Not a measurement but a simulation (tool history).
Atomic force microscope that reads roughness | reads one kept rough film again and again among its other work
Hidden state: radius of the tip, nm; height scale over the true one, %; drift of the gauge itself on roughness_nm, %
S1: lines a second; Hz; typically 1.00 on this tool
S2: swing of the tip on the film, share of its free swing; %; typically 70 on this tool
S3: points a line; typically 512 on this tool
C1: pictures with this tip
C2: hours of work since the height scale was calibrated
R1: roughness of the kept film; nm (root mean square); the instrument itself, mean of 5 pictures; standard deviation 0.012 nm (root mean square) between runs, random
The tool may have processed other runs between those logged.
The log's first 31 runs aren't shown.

run	hour	S1	S2	S3	C1	C2	R1
# hour 1654.1: new tip fitted
32	1658.7	0.75	65	899	8	480	2.959
33	1706.1	0.75	65	899	90	509	2.733
# hour 1731.9: new tip fitted
34	1774.0	1.00	73	512	74	549	2.707
# hour 1810.2: new tip fitted
35	1814.0	1.55	87	380	6	573	2.705
36	1845.3	3.43	68	518	61	592	2.645
37	1877.5	0.74	80	426	117	612	2.626
# hour 1884.8: new tip fitted
38	1926.6	0.74	80	625	73	641	2.712
# hour 1963.3: new tip fitted
39	2002.4	2.07	58	420	68	687	2.762
# hour 2037.7: new tip fitted
40	2037.7	2.07	58	1005	0	708	2.926
41	2101.1	0.89	75	512	111	747	2.632
# hour 2117.1: new tip fitted
42	2148.4	3.64	70	823	54	775	2.599
# hour 2193.3: new tip fitted
43	2204.1	3.64	72	555	19	809	2.663
44	2243.5	1.79	67	265	88	832	2.654
# hour 2270.4: new tip fitted
45	2278.9	1.00	70	906	15	854	2.878
# hour 2347.0: new tip fitted
46	2357.1	1.00	61	651	18	901	2.918
# hour 2421.3: new tip fitted
47	2424.6	1.00	70	331	5	941	2.915
48	2494.5	2.39	86	502	127	984	2.348
# hour 2501.6: new tip fitted
49	2531.6	1.42	87	542	52	1006	2.619
# hour 2578.1: new tip fitted
50	2578.1	3.66	84	879	0	1034	2.490

What if the next run were any one of these 4? Each begins from the tool's condition after run 50:
A	2631.8	0.92	67	865	93	1066	?
B	2631.8	1.62	72	597	93	1066	?
C	2631.8	2.84	72	430	93	1066	?
D	2631.8	1.52	84	477	93	1066	?

run	R1
A	2.713
B	2.665
C	2.564
D	2.564
What these runs would have given with no unlogged condition in the tool:
run	R1
A	2.947
B	2.895
C	2.786
D	2.785
